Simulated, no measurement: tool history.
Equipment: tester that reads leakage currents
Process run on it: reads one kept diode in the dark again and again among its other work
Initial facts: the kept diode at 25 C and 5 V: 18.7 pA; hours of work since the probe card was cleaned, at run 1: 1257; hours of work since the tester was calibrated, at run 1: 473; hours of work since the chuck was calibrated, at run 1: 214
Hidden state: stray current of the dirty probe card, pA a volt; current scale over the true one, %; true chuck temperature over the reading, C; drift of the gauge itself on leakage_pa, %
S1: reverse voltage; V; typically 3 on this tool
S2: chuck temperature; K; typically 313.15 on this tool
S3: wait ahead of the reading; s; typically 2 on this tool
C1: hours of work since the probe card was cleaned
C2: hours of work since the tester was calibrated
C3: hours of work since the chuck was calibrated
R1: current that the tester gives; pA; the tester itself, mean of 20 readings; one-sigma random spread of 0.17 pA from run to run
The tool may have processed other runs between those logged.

| run | day | S1 | S2 | S3 | C1 | C2 | C3 | R1 |
|---|---|---|---|---|---|---|---|---|
| 1 | 0 | 3 | 313.15 | 2 | 1257 | 473 | 214 | 64.24 |
|  | 2.258 | probe card cleaned and baked |
| 2 | 9.879 | 3 | 313.15 | 2 | 93 | 592 | 333 | 59.06 |
| 3 | 16.233 | 3 | 313.15 | 2 | 171 | 670 | 411 | 60.2 |
| 4 | 22.629 | 3 | 313.15 | 2 | 249 | 748 | 489 | 61.23 |
| 5 | 31.854 | 3 | 313.15 | 2 | 361 | 861 | 601 | 62.42 |
|  | 34.854 | chuck's temperature calibrated |
| 6 | 40.912 | 3 | 313.15 | 2 | 471 | 970 | 74 | 58.77 |
| 7 | 47.612 | 3 | 313.15 | 2.17 | 553 | 1052 | 156 | 59.69 |
| 8 | 56.029 | 3 | 313.15 | 2.17 | 655 | 1155 | 259 | 60.98 |
| 9 | 65.033 | 3 | 313.15 | 2.17 | 765 | 1265 | 368 | 61.97 |
| 10 | 71.417 | 3 | 313.15 | 2.17 | 843 | 1343 | 446 | 63.61 |
| 11 | 79.896 | 3 | 313.15 | 2 | 947 | 1446 | 550 | 64.87 |
| 12 | 85.108 | 3 | 313.15 | 9.7 | 1011 | 1510 | 614 | 65.48 |
|  | 86.4 | chuck's temperature calibrated |
| 13 | 92.338 | 3 | 313.15 | 9.7 | 1098 | 1597 | 72 | 62.77 |
| 14 | 101.621 | 3 | 313.15 | 2 | 1211 | 1710 | 186 | 64.5 |
| 15 | 105.646 | 3 | 313.15 | 2 | 1260 | 1759 | 235 | 65.09 |
|  | 107.346 | probe card cleaned and baked |
| 16 | 113.425 | 3.34 | 320.15 | 1.3 | 74 | 1853 | 328 | 107.39 |
| 17 | 120.133 | 1.49 | 293.15 | 0.8 | 156 | 1935 | 410 | 8.81 |
| 18 | 126.146 | 16.01 | 313.15 | 0.43 | 230 | 2008 | 484 | 139.17 |
| 19 | 130.383 | 3.28 | 313.15 | 0.4 | 281 | 2060 | 535 | 66.54 |
|  | 138.367 | chuck's temperature calibrated |
| 20 | 140.496 | 3.28 | 313.15 | 0.4 | 404 | 2182 | 26 | 62.21 |
| 21 | 145.071 | 3.28 | 294.15 | 3.82 | 460 | 2238 | 82 | 14.19 |
| 22 | 153.354 | 5.74 | 294.15 | 8.67 | 561 | 2339 | 183 | 20.65 |
| 23 | 162.017 | 1.26 | 313.15 | 9.66 | 667 | 2445 | 289 | 41.06 |
| 24 | 166.275 | 1.26 | 313.15 | 9.66 | 718 | 2497 | 341 | 41.23 |
| 25 | 171.646 | 2.28 | 310.15 | 2.67 | 784 | 2563 | 406 | 43.79 |
| 26 | 178.488 | 3 | 298.15 | 0.32 | 868 | 2646 | 490 | 23.99 |
| 27 | 187.842 | 3 | 298.15 | 0.32 | 982 | 2760 | 604 | 25.02 |
|  | 189.971 | chuck's temperature calibrated |
| 28 | 196.446 | 3 | 298.15 | 0.32 | 1086 | 2865 | 79 | 24.53 |
| 29 | 205.088 | 3 | 298.15 | 0.32 | 1191 | 2970 | 185 | 25.46 |

5 options for the next run, each taken on its own from the tool as it stands now. Forecast them:
| A | 210.646 | 2.31 | 313.15 | 2.69 | 1259 | 3038 | 252 | ? |
| B | 210.646 | 1.82 | 324.15 | 3.36 | 1259 | 3038 | 252 | ? |
| C | 210.646 | 3 | 310.15 | 2 | 1259 | 3038 | 252 | ? |
| D | 210.646 | 2.89 | 313.15 | 0.45 | 1259 | 3038 | 252 | ? |
| E | 210.646 | 7.59 | 312.15 | 0.32 | 1259 | 3038 | 252 | ? |

| run | R1 |
|---|---|
| A | 56.77 |
| B | 114.69 |
| C | 52.26 |
| D | 65.19 |
| E | 103.45 |
With the hidden condition removed and each run's random variation left untouched, the same runs would have given:
| run | R1 |
|---|---|
| A | 49.14 |
| B | 106.13 |
| C | 43.16 |
| D | 55.91 |
| E | 81.88 |
